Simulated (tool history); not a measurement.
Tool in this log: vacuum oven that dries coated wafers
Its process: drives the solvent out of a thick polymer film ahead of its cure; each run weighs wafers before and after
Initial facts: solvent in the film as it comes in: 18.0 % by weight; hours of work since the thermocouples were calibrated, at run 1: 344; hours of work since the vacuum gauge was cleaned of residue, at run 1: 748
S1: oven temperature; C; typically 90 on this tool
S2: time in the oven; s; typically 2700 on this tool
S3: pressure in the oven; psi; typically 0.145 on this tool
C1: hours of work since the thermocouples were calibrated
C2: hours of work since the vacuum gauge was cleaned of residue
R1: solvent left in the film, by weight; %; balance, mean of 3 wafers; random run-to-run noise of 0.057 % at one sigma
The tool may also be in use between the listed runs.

| run | hour | S1 | S2 | S3 | C1 | C2 | R1 |
|---|---|---|---|---|---|---|---|
| 1 | 0.0 | 90 | 2700 | 0.145 | 344 | 748 | 2.93 |
| 2 | 23.7 | 90 | 2700 | 0.145 | 354 | 758 | 2.95 |
| 3 | 43.7 | 90 | 2700 | 0.145 | 364 | 768 | 2.87 |
| 4 | 87.1 | 90 | 2700 | 0.145 | 384 | 788 | 2.94 |
| 5 | 106.2 | 90 | 2700 | 0.145 | 392 | 796 | 2.87 |
| 6 | 144.2 | 91 | 2700 | 0.145 | 410 | 814 | 2.60 |
| 7 | 172.0 | 91 | 1920 | 0.145 | 423 | 827 | 4.19 |
| 8 | 216.1 | 90 | 3300 | 0.145 | 443 | 847 | 2.08 |
| 9 | 254.0 | 90 | 3300 | 0.145 | 460 | 864 | 2.14 |
| 10 | 300.2 | 90 | 1380 | 0.081 | 481 | 885 | 6.04 |
| 11 | 346.0 | 90 | 1380 | 0.081 | 502 | 906 | 5.94 |
| 12 | 365.4 | 90 | 1380 | 0.081 | 511 | 915 | 6.23 |
| 13 | 401.7 | 99 | 1380 | 0.200 | 528 | 932 | 4.15 |
| 14 | 428.9 | 91 | 2160 | 0.145 | 541 | 945 | 3.73 |
| 15 | 462.6 | 89 | 2340 | 0.145 | 556 | 960 | 3.82 |
| 16 | 509.0 | 97 | 1560 | 0.115 | 577 | 981 | 3.89 |

5 ways to go on from here, each from the tool as it stands after run 16. What would each give?
| A | 542.9 | 92 | 1440 | 0.078 | 593 | 997 | ? |
| B | 542.9 | 97 | 4680 | 0.576 | 593 | 997 | ? |
| C | 542.9 | 97 | 4380 | 0.286 | 593 | 997 | ? |
| D | 542.9 | 100 | 2700 | 0.377 | 593 | 997 | ? |
| E | 542.9 | 76 | 2700 | 0.399 | 593 | 997 | ? |

| run | R1 |
|---|---|
| A | 5.28 |
| B | 1.84 |
| C | 1.07 |
| D | 1.87 |
| E | 7.48 |
Had the tool no hidden state, the same runs would have come out as:
| run | R1 |
|---|---|
| A | 4.90 |
| B | 1.63 |
| C | 0.88 |
| D | 1.62 |
| E | 6.96 |

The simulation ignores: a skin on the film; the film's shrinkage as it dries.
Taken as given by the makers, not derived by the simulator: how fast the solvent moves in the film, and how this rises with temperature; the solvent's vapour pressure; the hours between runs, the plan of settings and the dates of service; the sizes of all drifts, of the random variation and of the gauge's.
